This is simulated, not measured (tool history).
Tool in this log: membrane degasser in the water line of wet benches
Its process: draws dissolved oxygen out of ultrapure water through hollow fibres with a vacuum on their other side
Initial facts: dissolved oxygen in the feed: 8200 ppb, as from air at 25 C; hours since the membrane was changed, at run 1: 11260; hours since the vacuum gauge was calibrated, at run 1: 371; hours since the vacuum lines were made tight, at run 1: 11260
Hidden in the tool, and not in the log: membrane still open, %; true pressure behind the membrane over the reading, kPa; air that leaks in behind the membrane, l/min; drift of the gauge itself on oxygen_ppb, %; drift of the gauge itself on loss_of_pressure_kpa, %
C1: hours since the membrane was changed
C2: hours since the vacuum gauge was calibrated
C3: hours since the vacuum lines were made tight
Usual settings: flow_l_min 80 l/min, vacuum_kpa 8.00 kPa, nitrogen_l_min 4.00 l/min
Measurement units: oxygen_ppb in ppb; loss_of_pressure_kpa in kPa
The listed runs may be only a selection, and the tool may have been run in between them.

run 1 hour=0.0 | flow_l_min=80 vacuum_kpa=8.00 nitrogen_l_min=4.00 | C1=11260 C2=371 C3=11260 | oxygen_ppb=326.4 loss_of_pressure_kpa=42.41
run 2 hour=223.2 | flow_l_min=80 vacuum_kpa=8.00 nitrogen_l_min=4.00 | C1=11483 C2=594 C3=11483 | oxygen_ppb=324.5 loss_of_pressure_kpa=42.11
-- hour=499.8 seals of the vacuum lines changed
run 3 hour=525.1 | flow_l_min=80 vacuum_kpa=8.00 nitrogen_l_min=4.00 | C1=11783 C2=894 C3=25 | oxygen_ppb=323.2 loss_of_pressure_kpa=42.09
run 4 hour=756.7 | flow_l_min=80 vacuum_kpa=14.81 nitrogen_l_min=4.00 | C1=12014 C2=1125 C3=257 | oxygen_ppb=594.0 loss_of_pressure_kpa=42.46
run 5 hour=990.4 | flow_l_min=111 vacuum_kpa=8.00 nitrogen_l_min=4.00 | C1=12248 C2=1359 C3=491 | oxygen_ppb=492.1 loss_of_pressure_kpa=58.26
run 6 hour=1121.2 | flow_l_min=111 vacuum_kpa=8.00 nitrogen_l_min=4.00 | C1=12379 C2=1490 C3=621 | oxygen_ppb=486.5 loss_of_pressure_kpa=58.37
run 7 hour=1371.3 | flow_l_min=111 vacuum_kpa=8.00 nitrogen_l_min=4.00 | C1=12629 C2=1740 C3=871 | oxygen_ppb=493.0 loss_of_pressure_kpa=58.72
run 8 hour=1508.8 | flow_l_min=111 vacuum_kpa=8.00 nitrogen_l_min=4.00 | C1=12767 C2=1878 C3=1009 | oxygen_ppb=494.7 loss_of_pressure_kpa=58.86
run 9 hour=1697.5 | flow_l_min=111 vacuum_kpa=8.00 nitrogen_l_min=4.00 | C1=12955 C2=2066 C3=1198 | oxygen_ppb=498.0 loss_of_pressure_kpa=58.84
run 10 hour=1945.0 | flow_l_min=111 vacuum_kpa=8.00 nitrogen_l_min=4.00 | C1=13203 C2=2314 C3=1445 | oxygen_ppb=497.7 loss_of_pressure_kpa=58.97
run 11 hour=2112.3 | flow_l_min=80 vacuum_kpa=8.00 nitrogen_l_min=11.58 | C1=13370 C2=2481 C3=1612 | oxygen_ppb=196.2 loss_of_pressure_kpa=42.76
run 12 hour=2410.3 | flow_l_min=80 vacuum_kpa=8.00 nitrogen_l_min=4.00 | C1=13668 C2=2779 C3=1911 | oxygen_ppb=326.3 loss_of_pressure_kpa=42.58
run 13 hour=2539.3 | flow_l_min=80 vacuum_kpa=8.00 nitrogen_l_min=4.00 | C1=13797 C2=2908 C3=2040 | oxygen_ppb=329.9 loss_of_pressure_kpa=42.78
run 14 hour=2802.4 | flow_l_min=80 vacuum_kpa=8.00 nitrogen_l_min=3.20 | C1=14060 C2=3171 C3=2303 | oxygen_ppb=375.1 loss_of_pressure_kpa=42.29
-- hour=2821.3 vacuum gauge calibrated
run 15 hour=2996.6 | flow_l_min=80 vacuum_kpa=8.00 nitrogen_l_min=3.20 | C1=14254 C2=175 C3=2496 | oxygen_ppb=375.2 loss_of_pressure_kpa=42.70
run 16 hour=3268.9 | flow_l_min=80 vacuum_kpa=15.75 nitrogen_l_min=6.56 | C1=14526 C2=448 C3=2769 | oxygen_ppb=459.1 loss_of_pressure_kpa=42.89
run 17 hour=3537.3 | flow_l_min=80 vacuum_kpa=15.75 nitrogen_l_min=8.25 | C1=14795 C2=716 C3=3037 | oxygen_ppb=390.2 loss_of_pressure_kpa=42.99
run 18 hour=3723.9 | flow_l_min=116 vacuum_kpa=12.15 nitrogen_l_min=5.38 | C1=14981 C2=903 C3=3224 | oxygen_ppb=647.5 loss_of_pressure_kpa=62.17
-- hour=3745.3 vacuum gauge calibrated, once more
run 19 hour=3869.4 | flow_l_min=116 vacuum_kpa=12.15 nitrogen_l_min=5.38 | C1=15126 C2=124 C3=3369 | oxygen_ppb=638.7 loss_of_pressure_kpa=62.37
run 20 hour=4026.1 | flow_l_min=93 vacuum_kpa=16.56 nitrogen_l_min=5.38 | C1=15283 C2=281 C3=3525 | oxygen_ppb=639.7 loss_of_pressure_kpa=49.55
run 21 hour=4233.3 | flow_l_min=100 vacuum_kpa=17.44 nitrogen_l_min=4.00 | C1=15490 C2=488 C3=3733 | oxygen_ppb=875.7 loss_of_pressure_kpa=53.67
run 22 hour=4408.8 | flow_l_min=73 vacuum_kpa=14.89 nitrogen_l_min=4.00 | C1=15666 C2=664 C3=3908 | oxygen_ppb=544.7 loss_of_pressure_kpa=38.90
run 23 hour=4699.8 | flow_l_min=73 vacuum_kpa=6.52 nitrogen_l_min=2.64 | C1=15957 C2=955 C3=4199 | oxygen_ppb=291.5 loss_of_pressure_kpa=39.18
run 24 hour=4955.1 | flow_l_min=73 vacuum_kpa=6.52 nitrogen_l_min=2.64 | C1=16212 C2=1210 C3=4454 | oxygen_ppb=293.0 loss_of_pressure_kpa=39.46
run 25 hour=5218.5 | flow_l_min=77 vacuum_kpa=8.38 nitrogen_l_min=1.73 | C1=16475 C2=1473 C3=4718 | oxygen_ppb=541.1 loss_of_pressure_kpa=41.66
run 26 hour=5455.7 | flow_l_min=76 vacuum_kpa=13.11 nitrogen_l_min=8.10 | C1=16712 C2=1710 C3=4955 | oxygen_ppb=322.4 loss_of_pressure_kpa=40.87
run 27 hour=5733.0 | flow_l_min=100 vacuum_kpa=11.56 nitrogen_l_min=3.54 | C1=16990 C2=1988 C3=5232 | oxygen_ppb=662.0 loss_of_pressure_kpa=54.09
run 28 hour=5915.1 | flow_l_min=107 vacuum_kpa=6.36 nitrogen_l_min=5.89 | C1=17172 C2=2170 C3=5414 | oxygen_ppb=349.4 loss_of_pressure_kpa=57.63

What if the next run were any one of these 4? Each begins from the tool's condition after run 28:
run A hour=6059.9 | flow_l_min=59 vacuum_kpa=6.48 nitrogen_l_min=5.89 | C1=17317 C2=2315 C3=5559 | oxygen_ppb=? loss_of_pressure_kpa=?
run B hour=6059.9 | flow_l_min=80 vacuum_kpa=19.18 nitrogen_l_min=5.52 | C1=17317 C2=2315 C3=5559 | oxygen_ppb=? loss_of_pressure_kpa=?
run C hour=6059.9 | flow_l_min=80 vacuum_kpa=10.01 nitrogen_l_min=4.00 | C1=17317 C2=2315 C3=5559 | oxygen_ppb=? loss_of_pressure_kpa=?
run D hour=6059.9 | flow_l_min=93 vacuum_kpa=8.00 nitrogen_l_min=4.00 | C1=17317 C2=2315 C3=5559 | oxygen_ppb=? loss_of_pressure_kpa=?

run=A oxygen_ppb=140.5 loss_of_pressure_kpa=31.92
run=B oxygen_ppb=607.1 loss_of_pressure_kpa=43.03
run=C oxygen_ppb=414.9 loss_of_pressure_kpa=43.23
run=D oxygen_ppb=404.1 loss_of_pressure_kpa=50.22
What these runs would have given with no unlogged condition in the tool:
run=A oxygen_ppb=122.7 loss_of_pressure_kpa=30.03
run=B oxygen_ppb=578.7 loss_of_pressure_kpa=40.47
run=C oxygen_ppb=384.8 loss_of_pressure_kpa=40.66
run=D oxygen_ppb=365.9 loss_of_pressure_kpa=47.23

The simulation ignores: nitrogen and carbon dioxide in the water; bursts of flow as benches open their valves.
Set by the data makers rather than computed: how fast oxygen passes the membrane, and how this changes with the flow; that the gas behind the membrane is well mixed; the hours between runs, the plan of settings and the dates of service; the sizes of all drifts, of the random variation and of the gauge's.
